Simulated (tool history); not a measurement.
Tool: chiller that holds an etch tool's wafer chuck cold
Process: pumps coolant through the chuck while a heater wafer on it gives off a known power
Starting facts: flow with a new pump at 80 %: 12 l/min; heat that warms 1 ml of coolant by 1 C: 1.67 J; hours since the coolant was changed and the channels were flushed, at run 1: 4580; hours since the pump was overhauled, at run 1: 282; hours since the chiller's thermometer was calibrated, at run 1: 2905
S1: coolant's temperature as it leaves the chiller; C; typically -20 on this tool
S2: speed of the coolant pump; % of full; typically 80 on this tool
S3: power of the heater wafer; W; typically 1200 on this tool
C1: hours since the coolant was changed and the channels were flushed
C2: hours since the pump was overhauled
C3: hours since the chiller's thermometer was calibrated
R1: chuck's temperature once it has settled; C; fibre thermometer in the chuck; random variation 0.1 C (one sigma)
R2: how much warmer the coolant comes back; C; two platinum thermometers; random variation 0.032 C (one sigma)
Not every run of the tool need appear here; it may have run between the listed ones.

| run | hour | S1 | S2 | S3 | C1 | C2 | C3 | R1 | R2 |
|---|---|---|---|---|---|---|---|---|---|
| 1 | 0 | -20 | 80 | 1200 | 4580 | 282 | 2905 | -11.8 | 3.6 |
| 2 | 33.4 | -21 | 80 | 1200 | 4614 | 315 | 2939 | -12.7 | 3.62 |
| 3 | 66.7 | -21 | 80 | 1200 | 4647 | 349 | 2972 | -12.5 | 3.66 |
| 4 | 113.2 | -21 | 80 | 1200 | 4694 | 395 | 3019 | -12.9 | 3.63 |
| 5 | 178.1 | -20 | 80 | 1200 | 4758 | 460 | 3084 | -11.8 | 3.63 |
| 6 | 236.1 | -20 | 80 | 1200 | 4816 | 518 | 3142 | -11.9 | 3.66 |
| 7 | 277.2 | -20 | 80 | 1200 | 4858 | 559 | 3183 | -11.7 | 3.66 |
| 8 | 323.5 | -20 | 80 | 1200 | 4904 | 606 | 3229 | -11.8 | 3.67 |
| 9 | 404.5 | -20 | 80 | 1200 | 4985 | 687 | 3310 | -11.9 | 3.69 |
| 10 | 467.2 | -20 | 80 | 1634 | 5048 | 749 | 3373 | -8.8 | 4.96 |
| 11 | 536.5 | -11 | 80 | 1200 | 5117 | 819 | 3442 | -2.8 | 3.76 |
| 12 | 575.6 | -11 | 80 | 629 | 5156 | 858 | 3481 | -6.7 | 2.02 |
| 13 | 613 | -20 | 80 | 1200 | 5193 | 895 | 3518 | -11.6 | 3.67 |
| 14 | 652.5 | -20 | 80 | 1200 | 5233 | 935 | 3558 | -11.7 | 3.72 |
| 15 | 708.8 | -20 | 80 | 1200 | 5289 | 991 | 3614 | -11.8 | 3.76 |
| 16 | 747.4 | -20 | 94 | 1200 | 5328 | 1029 | 3653 | -12.8 | 3.18 |
| 17 | 800.7 | -20 | 80 | 706 | 5381 | 1083 | 3706 | -15.2 | 2.32 |
| 18 | 864.6 | -27 | 80 | 799 | 5445 | 1147 | 3770 | -21.5 | 2.59 |
| 19 | 915.6 | -27 | 80 | 703 | 5496 | 1198 | 3821 | -22.3 | 2.3 |
| 20 | 997.3 | -17 | 68 | 1725 | 5578 | 1279 | 3903 | -3.7 | 6.49 |
| 21 | 1057.6 | -17 | 68 | 757 | 5638 | 1340 | 3963 | -11.2 | 2.92 |
|  | 1067.1 | gauge calibrated |
| 22 | 1108.4 | -17 | 68 | 757 | 5689 | 1390 | 4014 | -11.3 | 2.7 |
|  | 1159.2 | chiller's thermometer calibrated |
| 23 | 1164.1 | -23 | 78 | 998 | 5743 | 1445 | 5 | -16.1 | 3.14 |
| 24 | 1241.7 | -23 | 66 | 998 | 5821 | 1523 | 83 | -15 | 3.77 |
| 25 | 1289.8 | -27 | 91 | 1200 | 5869 | 1571 | 131 | -19.6 | 3.09 |
| 26 | 1352.7 | -19 | 76 | 750 | 5932 | 1634 | 194 | -13.6 | 2.46 |
| 27 | 1390.8 | -19 | 76 | 750 | 5970 | 1672 | 232 | -13.6 | 2.46 |
| 28 | 1464.6 | -19 | 76 | 750 | 6044 | 1746 | 305 | -13.7 | 2.47 |
| 29 | 1497.8 | -19 | 76 | 750 | 6077 | 1779 | 339 | -13.7 | 2.5 |
| 30 | 1564.3 | -19 | 76 | 750 | 6144 | 1845 | 405 | -13.5 | 2.5 |
| 31 | 1645.8 | -18 | 79 | 979 | 6225 | 1927 | 487 | -11.2 | 3.08 |

Measured less the same run without the tool's hidden state. The same run-to-run variation is in both; the gauge's scatter may not be:
The tool's hidden condition here consists of: heat passed by the chuck's channels, % of clean ones'; flow at a given pump speed, % of a new pump's; coolant's true temperature over the reading, C; drift of the gauge itself on chuck_c, C; drift of the gauge itself on warmer_back_c, C.
| run | R2 |
|---|---|
| 1 | +0 |
| 2 | +0.01 |
| 3 | +0.01 |
| 4 | +0.03 |
| 5 | +0.04 |
| 6 | +0.06 |
| 7 | +0.06 |
| 8 | +0.08 |
| 9 | +0.09 |
| 10 | +0.1 |
| 11 | +0.12 |
| 12 | +0.13 |
| 13 | +0.14 |
| 14 | +0.15 |
| 15 | +0.16 |
| 16 | +0.17 |
| 17 | +0.19 |
| 18 | +0.2 |
| 19 | +0.2 |
| 20 | +0.22 |
| 21 | +0.24 |
| 22 | +0.01 |
| 23 | +0.02 |
| 24 | +0.04 |
| 25 | +0.05 |
| 26 | +0.07 |
| 27 | +0.08 |
| 28 | +0.09 |
| 29 | +0.1 |
| 30 | +0.11 |
| 31 | +0.13 |
R1: within 0.1 C of the measured result in every run.
